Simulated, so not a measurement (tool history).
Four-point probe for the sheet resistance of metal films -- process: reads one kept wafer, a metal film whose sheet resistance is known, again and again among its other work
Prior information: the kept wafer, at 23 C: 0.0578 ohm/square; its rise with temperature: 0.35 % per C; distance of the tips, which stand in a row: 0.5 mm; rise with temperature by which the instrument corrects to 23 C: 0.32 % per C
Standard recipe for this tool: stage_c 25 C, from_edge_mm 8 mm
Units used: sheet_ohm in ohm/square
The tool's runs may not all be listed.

| run | hour | stage_c | from_edge_mm | sheet_ohm |
|---|---|---|---|---|
| 1 | 0.0 | 25 | 8 | 0.058373 |
| 2 | 72.9 | 25 | 8 | 0.058409 |
| 3 | 113.5 | 25 | 41 | 0.058337 |
| 4 | 171.4 | 25 | 41 | 0.058361 |
| 5 | 247.4 | 25 | 41 | 0.058405 |
| 6 | 325.0 | 25 | 41 | 0.058457 |
| 7 | 399.1 | 25 | 41 | 0.058490 |
| 8 | 451.4 | 25 | 34 | 0.058534 |
| 9 | 507.4 | 25 | 34 | 0.058573 |
| 10 | 546.6 | 25 | 34 | 0.057851 |
| 11 | 579.3 | 23 | 4 | 0.058307 |
| 12 | 655.3 | 23 | 4 | 0.058348 |
| 13 | 695.2 | 24 | 8 | 0.058022 |
| 14 | 743.7 | 22 | 23 | 0.057915 |
| 15 | 819.2 | 22 | 23 | 0.057957 |

Put back what was entered between runs (1 entry, withheld): which listed runs does each sit between, and how does the hidden state differ from the listed run before to the listed run after?
In the gap between runs 9 and 10: new probe head fitted (hour 524.2)
  inner tips' distance over the nominal, %: 1.127 -> -0.04; tips' flats over new ones', %: 142 -> 3
  what was measured, less what the result would be without the hidden state, sheet_ohm: +0.000731 -> -0.000001 ohm/square

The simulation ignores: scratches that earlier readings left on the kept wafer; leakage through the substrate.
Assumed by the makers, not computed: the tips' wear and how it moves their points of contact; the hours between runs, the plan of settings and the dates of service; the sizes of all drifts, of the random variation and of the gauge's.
